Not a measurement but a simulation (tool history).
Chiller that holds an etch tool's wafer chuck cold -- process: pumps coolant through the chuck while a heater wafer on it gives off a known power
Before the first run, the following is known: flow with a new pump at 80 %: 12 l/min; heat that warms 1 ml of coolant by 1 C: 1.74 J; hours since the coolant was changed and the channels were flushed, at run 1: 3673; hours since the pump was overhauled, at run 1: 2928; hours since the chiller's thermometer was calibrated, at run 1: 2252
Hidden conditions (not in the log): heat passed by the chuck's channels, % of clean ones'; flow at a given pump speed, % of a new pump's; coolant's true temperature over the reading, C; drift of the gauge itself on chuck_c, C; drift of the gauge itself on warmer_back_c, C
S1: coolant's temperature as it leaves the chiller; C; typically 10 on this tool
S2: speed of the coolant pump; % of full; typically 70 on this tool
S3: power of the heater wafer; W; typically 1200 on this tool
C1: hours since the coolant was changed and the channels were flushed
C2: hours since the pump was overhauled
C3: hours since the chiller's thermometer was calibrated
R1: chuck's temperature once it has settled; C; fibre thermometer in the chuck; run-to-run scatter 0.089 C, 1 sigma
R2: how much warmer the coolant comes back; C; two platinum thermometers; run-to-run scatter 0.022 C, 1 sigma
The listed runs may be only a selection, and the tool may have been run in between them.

run 1 day=0.000 | S1=10 S2=70 S3=1200 | C1=3673 C2=2928 C3=2252 | R1=20.72 R2=4.03
run 2 day=2.250 | S1=10 S2=70 S3=1200 | C1=3727 C2=2982 C3=2307 | R1=20.74 R2=4.00
run 3 day=4.129 | S1=10 S2=70 S3=1200 | C1=3772 C2=3027 C3=2352 | R1=20.79 R2=4.00
run 4 day=8.225 | S1=10 S2=70 S3=1616 | C1=3870 C2=3125 C3=2450 | R1=24.59 R2=5.45
run 5 day=11.675 | S1=10 S2=70 S3=1616 | C1=3953 C2=3208 C3=2533 | R1=24.45 R2=5.49
run 6 day=14.108 | S1=10 S2=70 S3=1616 | C1=4011 C2=3267 C3=2591 | R1=24.46 R2=5.50
run 7 day=17.908 | S1=10 S2=70 S3=1616 | C1=4102 C2=3358 C3=2682 | R1=24.43 R2=5.51
-- day=18.729 coolant changed, channels flushed
-- day=20.188 chiller's thermometer calibrated
run 8 day=21.567 | S1=10 S2=70 S3=1616 | C1=67 C2=3439 C3=33 | R1=24.58 R2=5.52
run 9 day=25.596 | S1=10 S2=70 S3=1616 | C1=164 C2=3535 C3=130 | R1=24.54 R2=5.53
run 10 day=29.975 | S1=10 S2=70 S3=1200 | C1=269 C2=3640 C3=235 | R1=20.70 R2=4.14
run 11 day=33.779 | S1=10 S2=70 S3=1200 | C1=360 C2=3732 C3=326 | R1=20.67 R2=4.16
run 12 day=36.771 | S1=10 S2=70 S3=1200 | C1=432 C2=3803 C3=398 | R1=20.79 R2=4.19
run 13 day=39.846 | S1=10 S2=92 S3=1200 | C1=506 C2=3877 C3=472 | R1=17.97 R2=3.15
run 14 day=44.183 | S1=10 S2=70 S3=1200 | C1=610 C2=3981 C3=576 | R1=20.74 R2=4.22
run 15 day=48.221 | S1=10 S2=70 S3=815 | C1=707 C2=4078 C3=673 | R1=17.31 R2=2.94
run 16 day=50.762 | S1=10 S2=70 S3=1200 | C1=768 C2=4139 C3=734 | R1=20.79 R2=4.23
run 17 day=52.667 | S1=5 S2=71 S3=1200 | C1=813 C2=4185 C3=779 | R1=15.55 R2=4.18
-- day=54.412 gauge calibrated
run 18 day=55.317 | S1=19 S2=70 S3=660 | C1=877 C2=4249 C3=843 | R1=24.88 R2=2.21
run 19 day=58.104 | S1=13 S2=70 S3=690 | C1=944 C2=4316 C3=910 | R1=19.08 R2=2.36
run 20 day=62.362 | S1=13 S2=70 S3=690 | C1=1046 C2=4418 C3=1012 | R1=19.06 R2=2.36
run 21 day=66.517 | S1=17 S2=70 S3=1085 | C1=1146 C2=4517 C3=1112 | R1=26.81 R2=3.69
run 22 day=69.412 | S1=18 S2=97 S3=1568 | C1=1215 C2=4587 C3=1181 | R1=28.18 R2=3.69
run 23 day=73.767 | S1=18 S2=97 S3=1568 | C1=1320 C2=4691 C3=1286 | R1=27.95 R2=3.75
-- day=78.179 coolant pump overhauled
run 24 day=78.279 | S1=19 S2=97 S3=844 | C1=1423 C2=2 C3=1389 | R1=24.22 R2=2.05
run 25 day=80.717 | S1=19 S2=97 S3=844 | C1=1482 C2=61 C3=1448 | R1=24.41 R2=2.06
run 26 day=84.162 | S1=10 S2=70 S3=1739 | C1=1564 C2=144 C3=1530 | R1=25.65 R2=5.94
run 27 day=86.879 | S1=10 S2=70 S3=1739 | C1=1630 C2=209 C3=1596 | R1=25.40 R2=5.94
run 28 day=89.317 | S1=2 S2=99 S3=1739 | C1=1688 C2=267 C3=1654 | R1=12.79 R2=4.05
run 29 day=92.171 | S1=1 S2=65 S3=783 | C1=1757 C2=336 C3=1723 | R1=8.57 R2=3.01
run 30 day=94.312 | S1=1 S2=65 S3=783 | C1=1808 C2=387 C3=1774 | R1=8.59 R2=3.03
run 31 day=97.546 | S1=10 S2=78 S3=700 | C1=1886 C2=465 C3=1852 | R1=15.53 R2=2.24
run 32 day=100.808 | S1=10 S2=78 S3=700 | C1=1964 C2=543 C3=1930 | R1=15.60 R2=2.29

Consider 4 possible next runs. They are alternatives, not a sequence: every one starts from the tool as it was left by run 32. What does each give?
run A day=103.029 | S1=11 S2=70 S3=1200 | C1=2017 C2=596 C3=1983 | R1=? R2=?
run B day=103.029 | S1=2 S2=70 S3=1653 | C1=2017 C2=596 C3=1983 | R1=? R2=?
run C day=103.029 | S1=10 S2=86 S3=700 | C1=2017 C2=596 C3=1983 | R1=? R2=?
run D day=103.029 | S1=13 S2=70 S3=1200 | C1=2017 C2=596 C3=1983 | R1=? R2=?

run=A R1=21.85 R2=4.23
run=B R1=16.70 R2=5.73
run=C R1=14.96 R2=2.08
run=D R1=23.67 R2=4.24
With no hidden state in the tool, these same runs would have given:
run=A R1=21.84 R2=4.00
run=B R1=16.68 R2=5.50
run=C R1=14.96 R2=1.86
run=D R1=23.66 R2=4.01
